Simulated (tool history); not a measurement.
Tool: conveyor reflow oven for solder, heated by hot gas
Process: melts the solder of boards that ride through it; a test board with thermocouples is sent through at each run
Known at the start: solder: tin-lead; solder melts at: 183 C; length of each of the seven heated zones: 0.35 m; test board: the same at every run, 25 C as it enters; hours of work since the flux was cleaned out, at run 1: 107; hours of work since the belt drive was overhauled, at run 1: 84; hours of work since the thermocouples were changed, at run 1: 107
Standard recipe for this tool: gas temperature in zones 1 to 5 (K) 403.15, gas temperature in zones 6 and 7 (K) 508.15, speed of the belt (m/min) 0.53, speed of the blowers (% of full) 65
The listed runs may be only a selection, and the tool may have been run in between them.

| run | hour | gas temperature in zones 1 to 5 (K) | gas temperature in zones 6 and 7 (K) | speed of the belt (m/min) | speed of the blowers (% of full) | hours of work since the flux was cleaned out | hours of work since the belt drive was overhauled | hours of work since the thermocouples were changed | highest temperature of the board (K) | time above the solder's melting point (s) |
|---|---|---|---|---|---|---|---|---|---|---|
| 1 | 0 | 403.15 | 508.15 | 0.53 | 65 | 107 | 84 | 107 | 486.85 | 52.5 |
| 2 | 5.5 | 403.15 | 508.15 | 0.53 | 65 | 111 | 88 | 111 | 487.05 | 52.8 |
| 3 | 14.8 | 403.15 | 521.15 | 0.53 | 65 | 117 | 94 | 117 | 497.65 | 61.6 |
| 4 | 27.1 | 394.15 | 508.15 | 0.53 | 65 | 125 | 102 | 125 | 484.65 | 47.9 |
| 5 | 33.8 | 394.15 | 508.15 | 0.53 | 65 | 129 | 106 | 129 | 484.65 | 48.1 |
| 6 | 46 | 406.15 | 508.15 | 0.53 | 65 | 137 | 114 | 137 | 486.95 | 54.5 |
| 7 | 57.5 | 391.15 | 510.15 | 0.53 | 65 | 145 | 122 | 145 | 485.65 | 48.1 |
| 8 | 64.9 | 415.15 | 510.15 | 0.507 | 54 | 150 | 126 | 150 | 487.95 | 60.4 |
| 9 | 75.9 | 416.15 | 510.15 | 0.594 | 54 | 157 | 134 | 157 | 481.85 | 44.9 |

For run 10, what comes out?
| 10 | 87.6 | 416.15 | 510.15 | 0.594 | 54 | 164 | 141 | 164 | ? | ? |

Run 10 produced highest temperature of the board (K) 481.75, time above the solder's melting point (s) 45.
Take away the tool's hidden state, keep the run-to-run variation as it was, and the same run would have given highest temperature of the board (K) 482.65, time above the solder's melting point (s) 46.
